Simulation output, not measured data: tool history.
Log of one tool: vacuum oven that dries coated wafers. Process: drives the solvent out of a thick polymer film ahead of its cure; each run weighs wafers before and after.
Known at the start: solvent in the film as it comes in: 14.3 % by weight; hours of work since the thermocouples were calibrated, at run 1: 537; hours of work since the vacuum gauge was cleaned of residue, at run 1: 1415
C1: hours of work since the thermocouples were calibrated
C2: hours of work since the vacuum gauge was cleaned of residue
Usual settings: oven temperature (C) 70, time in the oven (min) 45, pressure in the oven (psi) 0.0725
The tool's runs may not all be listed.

{"run": 1, "hour": 0.0, "oven temperature (C)": 70, "time in the oven (min)": 45, "pressure in the oven (psi)": 0.0725, "C1": 537, "C2": 1415, "solvent left in the film (%)": 2.47}
{"run": 2, "hour": 56.2, "oven temperature (C)": 70, "time in the oven (min)": 45, "pressure in the oven (psi)": 0.0725, "C1": 582, "C2": 1459, "solvent left in the film (%)": 2.47}
{"hour": 148.2, "done": "oven's thermocouples calibrated"}
{"run": 3, "hour": 148.2, "oven temperature (C)": 70, "time in the oven (min)": 45, "pressure in the oven (psi)": 0.0725, "C1": 0, "C2": 1531, "solvent left in the film (%)": 2.53}
{"run": 4, "hour": 214.4, "oven temperature (C)": 70, "time in the oven (min)": 50, "pressure in the oven (psi)": 0.0725, "C1": 53, "C2": 1583, "solvent left in the film (%)": 2.17}
{"hour": 254.9, "done": "vacuum gauge cleaned of residue and calibrated"}
{"run": 5, "hour": 325.0, "oven temperature (C)": 70, "time in the oven (min)": 50, "pressure in the oven (psi)": 0.0725, "C1": 139, "C2": 56, "solvent left in the film (%)": 1.94}
{"run": 6, "hour": 420.9, "oven temperature (C)": 70, "time in the oven (min)": 50, "pressure in the oven (psi)": 0.0725, "C1": 215, "C2": 132, "solvent left in the film (%)": 1.89}
{"run": 7, "hour": 499.0, "oven temperature (C)": 70, "time in the oven (min)": 50, "pressure in the oven (psi)": 0.0725, "C1": 277, "C2": 194, "solvent left in the film (%)": 1.93}
{"run": 8, "hour": 606.8, "oven temperature (C)": 56, "time in the oven (min)": 50, "pressure in the oven (psi)": 0.0714, "C1": 363, "C2": 279, "solvent left in the film (%)": 5.18}
{"run": 9, "hour": 705.6, "oven temperature (C)": 85, "time in the oven (min)": 50, "pressure in the oven (psi)": 0.0672, "C1": 441, "C2": 358, "solvent left in the film (%)": 0.35}
{"run": 10, "hour": 760.6, "oven temperature (C)": 70, "time in the oven (min)": 26, "pressure in the oven (psi)": 0.2234, "C1": 485, "C2": 401, "solvent left in the film (%)": 4.87}

Forecast run 11:
{"run": 11, "hour": 852.1, "oven temperature (C)": 70, "time in the oven (min)": 26, "pressure in the oven (psi)": 0.2234, "C1": 557, "C2": 474, "solvent left in the film (%)": "?"}

solvent left in the film (%): 4.89
Without the tool's hidden state the same run would have given solvent left in the film (%) 5.03.

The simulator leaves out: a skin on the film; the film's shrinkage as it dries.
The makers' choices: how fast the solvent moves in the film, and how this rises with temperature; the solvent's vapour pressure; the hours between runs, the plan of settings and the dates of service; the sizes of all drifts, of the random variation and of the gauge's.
